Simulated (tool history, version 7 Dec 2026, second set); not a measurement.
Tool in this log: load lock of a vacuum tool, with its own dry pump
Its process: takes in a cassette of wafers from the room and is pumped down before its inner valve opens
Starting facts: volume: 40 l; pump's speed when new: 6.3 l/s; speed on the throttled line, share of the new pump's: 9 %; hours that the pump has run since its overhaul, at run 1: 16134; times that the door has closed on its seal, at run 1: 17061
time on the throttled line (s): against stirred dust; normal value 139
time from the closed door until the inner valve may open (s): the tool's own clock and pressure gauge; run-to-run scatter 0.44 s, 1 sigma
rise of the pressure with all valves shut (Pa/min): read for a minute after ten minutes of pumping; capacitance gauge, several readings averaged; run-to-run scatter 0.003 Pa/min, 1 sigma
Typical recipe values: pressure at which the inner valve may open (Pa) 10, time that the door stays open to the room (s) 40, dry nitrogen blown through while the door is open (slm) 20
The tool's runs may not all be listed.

run      day  time on the throttled line (s)  pressure at which the inner valve may open (Pa)  time that the door stays open to the room (s)  dry nitrogen blown through while the door is open (slm)  hours that the pump has run since its overhaul  times that the door has closed on its seal  incoming humidity of the room's air, %  time from the closed door until the inner valve may open (s)  rise of the pressure with all valves shut (Pa/min)
  1    0.000                             139                                               10                                             40                                                       20                                           16134                                       17061                                    41.9                                                         185.5                                               0.014
  2   23.575                             139                                               10                                             40                                                       20                                           16700                                       18435                                    41.8                                                         185.1                                               0.016
  3   47.133                             139                                               10                                            158                                                       20                                           17266                                       19808                                    44.9                                                         185.0                                               0.038
  4   65.196                             139                                               10                                            158                                                       20                                           17699                                       20860                                    46.8                                                         186.2                                               0.037
  5   87.333                             139                                               10                                             40                                                        9                                           18230                                       22151                                    43.6                                                         185.1                                               0.023
  6  110.521                             139                                               10                                             40                                                        9                                           18787                                       23502                                    46.5                                                         185.5                                               0.023
  7  130.667                             139                                               10                                             40                                                        9                                           19270                                       24676                                    41.7                                                         184.6                                               0.021
     142.900  -- dry pump taken out, an overhauled one fitted
  8  152.950                             139                                               10                                             40                                                        9                                             241                                       25960                                    45.5                                                         184.8                                               0.016
  9  176.575                             139                                               10                                             40                                                        9                                             808                                       27337                                    44.9                                                         185.4                                               0.020
 10  189.679                             139                                               10                                             40                                                       20                                            1123                                       28100                                    46.1                                                         185.2                                               0.018
 11  208.533                             139                                               10                                             40                                                       20                                            1575                                       29199                                    46.8                                                         185.2                                               0.019
 12  230.067                              96                                               12                                             40                                                        4                                            2092                                       30454                                    43.5                                                         145.1                                               0.028

Expected results for the next run?
 13  254.012                             253                                                7                                             40                                                       20                                            2667                                       31850                                    48.3                                                             ?                                                   ?

time from the closed door until the inner valve may open (s): 292.2
rise of the pressure with all valves shut (Pa/min): 0.022
Minus the tool's unlogged condition, the same run would have read time from the closed door until the inner valve may open (s) 292.2, rise of the pressure with all valves shut (Pa/min) 0.021.
